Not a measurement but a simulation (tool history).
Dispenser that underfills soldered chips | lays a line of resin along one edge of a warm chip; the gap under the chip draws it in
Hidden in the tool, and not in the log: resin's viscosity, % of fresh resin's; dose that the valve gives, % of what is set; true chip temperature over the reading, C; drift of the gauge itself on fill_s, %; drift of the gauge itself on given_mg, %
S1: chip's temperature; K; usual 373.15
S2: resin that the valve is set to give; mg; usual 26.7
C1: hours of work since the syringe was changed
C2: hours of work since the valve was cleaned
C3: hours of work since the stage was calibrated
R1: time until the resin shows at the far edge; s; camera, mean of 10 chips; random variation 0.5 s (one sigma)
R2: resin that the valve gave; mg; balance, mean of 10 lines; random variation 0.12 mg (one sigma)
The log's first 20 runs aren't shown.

| run | hour | S1 | S2 | C1 | C2 | C3 | R1 | R2 |
|---|---|---|---|---|---|---|---|---|
| 21 | 79.0 | 371.15 | 30.3 | 5 | 70 | 77 | 51.9 | 28.64 |
|  | 82.3 | new syringe of resin |
| 22 | 83.9 | 379.15 | 27.2 | 1 | 73 | 80 | 32.4 | 25.40 |
| 23 | 88.0 | 364.15 | 23.2 | 4 | 76 | 83 | 74.3 | 21.51 |
|  | 92.4 | new syringe of resin |
| 24 | 94.0 | 364.15 | 23.2 | 1 | 80 | 87 | 67.4 | 21.35 |
| 25 | 99.7 | 366.15 | 29.3 | 5 | 84 | 91 | 66.9 | 27.05 |
|  | 102.2 | new syringe of resin |
| 26 | 104.7 | 366.15 | 29.3 | 2 | 87 | 94 | 58.9 | 26.98 |
| 27 | 107.9 | 382.15 | 30.5 | 4 | 89 | 96 | 31.3 | 28.02 |
|  | 112.0 | new syringe of resin |
| 28 | 113.1 | 377.15 | 26.7 | 1 | 92 | 99 | 35.4 | 24.40 |
| 29 | 118.2 | 377.15 | 26.7 | 4 | 96 | 103 | 40.0 | 24.16 |
| 30 | 121.0 | 386.15 | 26.3 | 6 | 98 | 105 | 28.6 | 23.83 |
|  | 121.9 | new syringe of resin |
| 31 | 124.9 | 386.15 | 30.8 | 2 | 100 | 107 | 25.1 | 27.91 |
| 32 | 128.6 | 371.15 | 34.1 | 5 | 103 | 110 | 52.2 | 30.98 |
|  | 131.9 | new syringe of resin |
|  | 132.9 | dispensing valve cleaned and set on the balance |
| 33 | 134.1 | 369.15 | 33.5 | 1 | 1 | 113 | 49.2 | 33.35 |
| 34 | 137.9 | 378.15 | 26.7 | 3 | 3 | 115 | 36.5 | 26.52 |
|  | 142.6 | new syringe of resin |
| 35 | 143.0 | 373.15 | 31.6 | 0 | 7 | 119 | 41.0 | 31.30 |

Forecast each of these 3 alternatives for the next run:
| A | 147.8 | 383.15 | 30.3 | 4 | 10 | 122 | ? | ? |
| B | 147.8 | 363.15 | 27.5 | 4 | 10 | 122 | ? | ? |
| C | 147.8 | 373.15 | 32.0 | 4 | 10 | 122 | ? | ? |

| run | R1 | R2 |
|---|---|---|
| A | 30.0 | 29.74 |
| B | 73.9 | 27.32 |
| C | 45.8 | 31.71 |
Without the tool's hidden state the same runs would have given:
| run | R1 | R2 |
|---|---|---|
| A | 25.6 | 30.08 |
| B | 63.0 | 27.63 |
| C | 39.1 | 32.07 |
